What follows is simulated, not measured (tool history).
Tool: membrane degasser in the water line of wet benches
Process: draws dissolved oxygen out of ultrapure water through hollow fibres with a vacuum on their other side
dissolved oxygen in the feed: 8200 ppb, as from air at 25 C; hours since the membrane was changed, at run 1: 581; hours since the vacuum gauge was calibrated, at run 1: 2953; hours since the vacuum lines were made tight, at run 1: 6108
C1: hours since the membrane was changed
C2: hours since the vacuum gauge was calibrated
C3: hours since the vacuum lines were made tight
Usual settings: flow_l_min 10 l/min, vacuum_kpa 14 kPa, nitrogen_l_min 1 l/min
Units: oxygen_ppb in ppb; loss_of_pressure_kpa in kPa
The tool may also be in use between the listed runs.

{"run": 1, "day": 0.0, "flow_l_min": 10, "vacuum_kpa": 14, "nitrogen_l_min": 1, "C1": 581, "C2": 2953, "C3": 6108, "oxygen_ppb": 283.1, "loss_of_pressure_kpa": 26.9}
{"run": 2, "day": 4.033, "flow_l_min": 10, "vacuum_kpa": 14, "nitrogen_l_min": 1, "C1": 678, "C2": 3050, "C3": 6204, "oxygen_ppb": 287.7, "loss_of_pressure_kpa": 27.13}
{"run": 3, "day": 7.312, "flow_l_min": 10, "vacuum_kpa": 14, "nitrogen_l_min": 0.61, "C1": 757, "C2": 3129, "C3": 6283, "oxygen_ppb": 421.1, "loss_of_pressure_kpa": 27.05}
{"run": 4, "day": 13.438, "flow_l_min": 10, "vacuum_kpa": 14, "nitrogen_l_min": 0.61, "C1": 904, "C2": 3276, "C3": 6430, "oxygen_ppb": 420.8, "loss_of_pressure_kpa": 27.36}
{"run": 5, "day": 18.683, "flow_l_min": 8, "vacuum_kpa": 14, "nitrogen_l_min": 1, "C1": 1030, "C2": 3402, "C3": 6556, "oxygen_ppb": 230.1, "loss_of_pressure_kpa": 21.85}
{"run": 6, "day": 21.442, "flow_l_min": 10, "vacuum_kpa": 14, "nitrogen_l_min": 1, "C1": 1096, "C2": 3468, "C3": 6622, "oxygen_ppb": 289.9, "loss_of_pressure_kpa": 27.22}
{"run": 7, "day": 24.721, "flow_l_min": 10, "vacuum_kpa": 14, "nitrogen_l_min": 1, "C1": 1175, "C2": 3546, "C3": 6701, "oxygen_ppb": 282.6, "loss_of_pressure_kpa": 27.22}
{"run": 8, "day": 27.283, "flow_l_min": 10, "vacuum_kpa": 14, "nitrogen_l_min": 1, "C1": 1236, "C2": 3608, "C3": 6762, "oxygen_ppb": 289, "loss_of_pressure_kpa": 27.22}
{"run": 9, "day": 31.258, "flow_l_min": 10, "vacuum_kpa": 14, "nitrogen_l_min": 1, "C1": 1331, "C2": 3703, "C3": 6858, "oxygen_ppb": 284.6, "loss_of_pressure_kpa": 27.13}
{"run": 10, "day": 34.846, "flow_l_min": 7, "vacuum_kpa": 14, "nitrogen_l_min": 1, "C1": 1418, "C2": 3789, "C3": 6944, "oxygen_ppb": 203, "loss_of_pressure_kpa": 19.03}
{"run": 11, "day": 40.625, "flow_l_min": 7, "vacuum_kpa": 14, "nitrogen_l_min": 1, "C1": 1556, "C2": 3928, "C3": 7083, "oxygen_ppb": 201.9, "loss_of_pressure_kpa": 18.94}
{"run": 12, "day": 45.312, "flow_l_min": 7, "vacuum_kpa": 14, "nitrogen_l_min": 1.78, "C1": 1669, "C2": 4041, "C3": 7195, "oxygen_ppb": 120.4, "loss_of_pressure_kpa": 18.99}
{"run": 13, "day": 48.45, "flow_l_min": 7, "vacuum_kpa": 14, "nitrogen_l_min": 1.78, "C1": 1744, "C2": 4116, "C3": 7270, "oxygen_ppb": 122.7, "loss_of_pressure_kpa": 18.93}
{"run": 14, "day": 50.958, "flow_l_min": 10, "vacuum_kpa": 20, "nitrogen_l_min": 1, "C1": 1804, "C2": 4176, "C3": 7331, "oxygen_ppb": 430.4, "loss_of_pressure_kpa": 27.19}
{"day": 51.479, "done": "vacuum gauge calibrated"}
{"run": 15, "day": 54.408, "flow_l_min": 8, "vacuum_kpa": 12.1, "nitrogen_l_min": 2.63, "C1": 1887, "C2": 70, "C3": 7413, "oxygen_ppb": 83.2, "loss_of_pressure_kpa": 21.74}
{"run": 16, "day": 57.817, "flow_l_min": 8, "vacuum_kpa": 12.1, "nitrogen_l_min": 2.63, "C1": 1968, "C2": 152, "C3": 7495, "oxygen_ppb": 83.3, "loss_of_pressure_kpa": 21.86}
{"run": 17, "day": 62.5, "flow_l_min": 8, "vacuum_kpa": 12.1, "nitrogen_l_min": 2.63, "C1": 2081, "C2": 265, "C3": 7607, "oxygen_ppb": 85.4, "loss_of_pressure_kpa": 22.05}
{"run": 18, "day": 68.4, "flow_l_min": 9, "vacuum_kpa": 19.5, "nitrogen_l_min": 2.63, "C1": 2222, "C2": 406, "C3": 7749, "oxygen_ppb": 164.2, "loss_of_pressure_kpa": 24.69}
{"day": 71.217, "done": "vacuum gauge calibrated, once more"}
{"run": 19, "day": 72.75, "flow_l_min": 9, "vacuum_kpa": 19.5, "nitrogen_l_min": 1, "C1": 2326, "C2": 37, "C3": 7853, "oxygen_ppb": 375.1, "loss_of_pressure_kpa": 24.37}

The next listed run, before its measurement:
{"run": 20, "day": 76.954, "flow_l_min": 15, "vacuum_kpa": 19.2, "nitrogen_l_min": 1, "C1": 2427, "C2": 138, "C3": 7953, "oxygen_ppb": "?", "loss_of_pressure_kpa": "?"}

oxygen_ppb: 606.3 ppb
loss_of_pressure_kpa: 40.91 kPa
Without the tool's hidden state the same run would have given oxygen_ppb 584.2 ppb, loss_of_pressure_kpa 40.56 kPa.

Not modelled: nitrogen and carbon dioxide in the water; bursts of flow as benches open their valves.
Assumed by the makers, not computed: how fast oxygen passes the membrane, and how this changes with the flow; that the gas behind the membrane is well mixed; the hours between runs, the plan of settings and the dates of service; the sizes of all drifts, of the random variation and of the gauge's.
